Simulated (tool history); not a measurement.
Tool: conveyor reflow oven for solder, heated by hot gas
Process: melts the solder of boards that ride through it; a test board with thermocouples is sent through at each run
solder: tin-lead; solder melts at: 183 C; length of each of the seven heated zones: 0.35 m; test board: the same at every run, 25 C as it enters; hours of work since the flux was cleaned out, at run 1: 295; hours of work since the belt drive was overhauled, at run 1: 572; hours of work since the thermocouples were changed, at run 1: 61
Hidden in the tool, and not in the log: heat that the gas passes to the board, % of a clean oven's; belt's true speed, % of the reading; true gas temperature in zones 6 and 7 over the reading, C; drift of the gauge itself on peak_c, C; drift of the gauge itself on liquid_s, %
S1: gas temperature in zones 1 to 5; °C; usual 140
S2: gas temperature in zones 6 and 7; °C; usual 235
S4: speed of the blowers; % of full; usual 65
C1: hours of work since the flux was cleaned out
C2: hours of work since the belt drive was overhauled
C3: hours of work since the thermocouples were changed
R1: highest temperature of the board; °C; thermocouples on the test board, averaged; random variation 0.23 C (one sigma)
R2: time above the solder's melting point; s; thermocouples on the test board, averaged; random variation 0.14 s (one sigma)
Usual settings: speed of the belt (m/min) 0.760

Run 1, hour 0.0: usual settings; C1 295; C2 572; C3 61. Result: R1 217.3 °C, R2 42.3 s.
Run 2, hour 12.9: usual settings but S4 89 % of full; C1 304; C2 581; C3 70. Result: R1 220.5 °C, R2 44.3 s.
Run 3, hour 31.1: usual settings but S4 89 % of full; C1 317; C2 594; C3 83. Result: R1 220.1 °C, R2 44.2 s.
Run 4, hour 44.8: usual settings but speed of the belt (m/min) 0.819, S4 89 % of full; C1 327; C2 604; C3 93. Result: R1 217.8 °C, R2 39.7 s.
Run 5, hour 53.2: usual settings but speed of the belt (m/min) 0.819, S4 89 % of full; C1 333; C2 610; C3 99. Result: R1 217.7 °C, R2 39.5 s.
Run 6, hour 67.8: usual settings; C1 343; C2 620; C3 109. Result: R1 216.5 °C, R2 41.6 s.
Run 7, hour 80.3: usual settings; C1 352; C2 629; C3 118. Result: R1 216.8 °C, R2 41.7 s.
Run 8, hour 97.5: usual settings; C1 364; C2 641; C3 130. Result: R1 216.3 °C, R2 41.6 s.
Run 9, hour 109.4: usual settings; C1 373; C2 650; C3 139. Result: R1 216.3 °C, R2 41.5 s.
Run 10, hour 125.7: usual settings but S4 87 % of full; C1 384; C2 661; C3 150. Result: R1 219.7 °C, R2 43.9 s.
At hour 141.6: flux residue cleaned out of gas plates and filters.
Run 11, hour 145.3: usual settings but S2 234 °C; C1 3; C2 672; C3 161. Result: R1 217.6 °C, R2 42.5 s.
Run 12, hour 165.8: usual settings but S2 234 °C; C1 17; C2 686; C3 175. Result: R1 217.0 °C, R2 42.3 s.
At hour 171.4: belt drive overhauled, speed set with a stopwatch.
Run 13, hour 190.0: usual settings but S2 234 °C; C1 32; C2 13; C3 189. Result: R1 217.1 °C, R2 43.0 s.
Run 14, hour 202.7: usual settings but S4 56 % of full; C1 41; C2 22; C3 199. Result: R1 216.5 °C, R2 42.2 s.
Run 15, hour 217.2: usual settings but S1 137 °C, S4 56 % of full; C1 51; C2 33; C3 209. Result: R1 215.9 °C, R2 40.8 s.
Run 16, hour 230.5: usual settings but S1 137 °C, S4 56 % of full; C1 60; C2 42; C3 218. Result: R1 215.5 °C, R2 40.8 s.
Run 17, hour 242.1: usual settings but S1 131 °C, speed of the belt (m/min) 0.877, S4 66 % of full; C1 69; C2 50; C3 227. Result: R1 211.1 °C, R2 31.0 s.
At hour 254.6: belt drive overhauled, speed set with a stopwatch, once more.
Run 18, hour 263.9: usual settings but S1 126 °C, S2 243 °C, speed of the belt (m/min) 0.743, S4 71 % of full; C1 81; C2 7; C3 239. Result: R1 223.4 °C, R2 43.3 s.
Run 19, hour 275.7: usual settings but speed of the belt (m/min) 0.905; C1 90; C2 15; C3 248. Result: R1 210.9 °C, R2 31.1 s.
Run 20, hour 292.5: usual settings but S2 223 °C, speed of the belt (m/min) 0.898, S4 52 % of full; C1 102; C2 27; C3 260. Result: R1 198.7 °C, R2 21.4 s.
Run 21, hour 310.1: usual settings but S2 223 °C, speed of the belt (m/min) 0.725, S4 53 % of full; C1 114; C2 39; C3 272. Result: R1 206.1 °C, R2 36.0 s.
Run 22, hour 330.1: usual settings but S2 223 °C, speed of the belt (m/min) 0.725, S4 53 % of full; C1 128; C2 54; C3 286. Result: R1 205.9 °C, R2 35.9 s.
Run 23, hour 349.2: usual settings but S2 225 °C, speed of the belt (m/min) 0.725, S4 66 % of full; C1 142; C2 67; C3 300. Result: R1 209.4 °C, R2 39.4 s.
Run 24, hour 362.7: usual settings but S1 127 °C, S2 244 °C, speed of the belt (m/min) 0.754, S4 69 % of full; C1 151; C2 77; C3 309. Result: R1 223.1 °C, R2 42.3 s.
Run 25, hour 374.4: usual settings but speed of the belt (m/min) 0.775, S4 71 % of full; C1 160; C2 85; C3 318. Result: R1 217.2 °C, R2 40.7 s.
Run 26, hour 385.3: usual settings but S1 150 °C, S2 245 °C, speed of the belt (m/min) 0.860, S4 71 % of full; C1 167; C2 93; C3 325. Result: R1 223.6 °C, R2 42.1 s.
Run 27, hour 401.9: usual settings but S1 136 °C, S2 250 °C, speed of the belt (m/min) 0.704, S4 71 % of full; C1 179; C2 105; C3 337. Result: R1 232.0 °C, R2 51.8 s.
Run 28, hour 419.5: usual settings but S1 136 °C, S2 250 °C, speed of the belt (m/min) 0.704, S4 71 % of full; C1 192; C2 117; C3 350. Result: R1 232.3 °C, R2 51.9 s.
Run 29, hour 434.0: usual settings but S2 250 °C, speed of the belt (m/min) 0.625, S4 71 % of full; C1 202; C2 127; C3 360. Result: R1 236.3 °C, R2 61.4 s.
Run 30, hour 454.0: usual settings but S2 250 °C, speed of the belt (m/min) 0.625, S4 60 % of full; C1 216; C2 142; C3 374. Result: R1 234.8 °C, R2 60.7 s.
Run 31, hour 469.6: usual settings but S2 250 °C, speed of the belt (m/min) 0.625, S4 60 % of full; C1 227; C2 153; C3 385. Result: R1 234.7 °C, R2 60.8 s.
Run 32, hour 489.1: usual settings but S1 139 °C, speed of the belt (m/min) 0.738, S4 82 % of full; C1 241; C2 167; C3 399. Result: R1 219.3 °C, R2 44.3 s.

Forecast each of these 3 alternatives for the next run:
Run A, hour 504.0: usual settings but S2 227 °C, speed of the belt (m/min) 0.678, S4 53 % of full; C1 252; C2 177; C3 410. Result: R1 ?, R2 ?.
Run B, hour 504.0: usual settings but S1 136 °C, S2 232 °C, speed of the belt (m/min) 0.757, S4 82 % of full; C1 252; C2 177; C3 410. Result: R1 ?, R2 ?.
Run C, hour 504.0: usual settings but S2 240 °C; C1 252; C2 177; C3 410. Result: R1 ?, R2 ?.

run     R1    R2
  A  210.1  42.3
  B  215.4  40.1
  C  220.0  43.3
Without the tool's hidden state the same runs would have given:
run     R1    R2
  A  212.3  44.1
  B  218.0  41.6
  C  222.6  44.6

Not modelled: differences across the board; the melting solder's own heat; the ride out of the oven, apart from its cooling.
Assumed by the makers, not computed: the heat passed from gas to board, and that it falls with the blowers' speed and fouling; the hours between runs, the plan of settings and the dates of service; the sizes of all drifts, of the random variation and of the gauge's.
